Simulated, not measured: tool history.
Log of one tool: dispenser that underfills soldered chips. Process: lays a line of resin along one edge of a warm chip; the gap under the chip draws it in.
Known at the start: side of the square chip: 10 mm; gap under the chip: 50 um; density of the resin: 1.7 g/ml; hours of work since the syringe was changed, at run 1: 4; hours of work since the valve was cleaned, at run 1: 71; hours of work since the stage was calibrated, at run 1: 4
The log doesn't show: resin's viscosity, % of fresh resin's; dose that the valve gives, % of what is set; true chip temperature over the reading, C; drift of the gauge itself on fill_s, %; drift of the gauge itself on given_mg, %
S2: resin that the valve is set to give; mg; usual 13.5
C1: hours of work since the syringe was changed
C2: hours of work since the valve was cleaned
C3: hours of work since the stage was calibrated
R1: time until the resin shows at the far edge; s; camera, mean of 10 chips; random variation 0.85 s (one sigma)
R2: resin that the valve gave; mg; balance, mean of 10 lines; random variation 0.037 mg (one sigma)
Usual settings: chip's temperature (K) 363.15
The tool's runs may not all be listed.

run 1 hour=0.0 | chip's_temperature_(K)=363.15 S2=13.5 | C1=4 C2=71 C3=4 | R1=114.6 R2=12.81
run 2 hour=4.5 | chip's_temperature_(K)=363.15 S2=13.5 | C1=7 C2=74 C3=7 | R1=145.2 R2=12.81
-- hour=7.6 dispensing valve cleaned and set on the balance
-- hour=8.6 new syringe of resin
run 3 hour=10.4 | chip's_temperature_(K)=363.15 S2=13.5 | C1=1 C2=2 C3=10 | R1=85.7 R2=13.54
run 4 hour=12.4 | chip's_temperature_(K)=363.15 S2=13.5 | C1=2 C2=3 C3=11 | R1=96.6 R2=13.59
run 5 hour=14.8 | chip's_temperature_(K)=363.15 S2=13.8 | C1=4 C2=4 C3=13 | R1=110.6 R2=13.77
run 6 hour=17.3 | chip's_temperature_(K)=363.15 S2=13.8 | C1=5 C2=6 C3=14 | R1=125.0 R2=13.75
run 7 hour=20.0 | chip's_temperature_(K)=367.15 S2=13.5 | C1=7 C2=8 C3=16 | R1=122.4 R2=13.46
-- hour=22.9 new syringe of resin
run 8 hour=24.0 | chip's_temperature_(K)=367.15 S2=13.5 | C1=1 C2=10 C3=18 | R1=68.9 R2=13.49
run 9 hour=28.1 | chip's_temperature_(K)=363.15 S2=13.5 | C1=3 C2=12 C3=21 | R1=101.8 R2=13.41
run 10 hour=31.7 | chip's_temperature_(K)=363.15 S2=16.4 | C1=6 C2=15 C3=23 | R1=120.6 R2=16.30
run 11 hour=36.3 | chip's_temperature_(K)=363.15 S2=13.5 | C1=8 C2=18 C3=26 | R1=160.8 R2=13.34
-- hour=37.4 new syringe of resin
run 12 hour=40.3 | chip's_temperature_(K)=359.15 S2=13.5 | C1=2 C2=20 C3=28 | R1=110.1 R2=13.34

Run 13 comes next. What will it give?
run 13 hour=44.6 | chip's_temperature_(K)=373.15 S2=16.2 | C1=4 C2=23 C3=31 | R1=? R2=?

{"run 13": {"R1": 77.5, "R2": 15.97}}
Without the tool's hidden state the same run would have given R1 52.7 s, R2 16.18 mg.
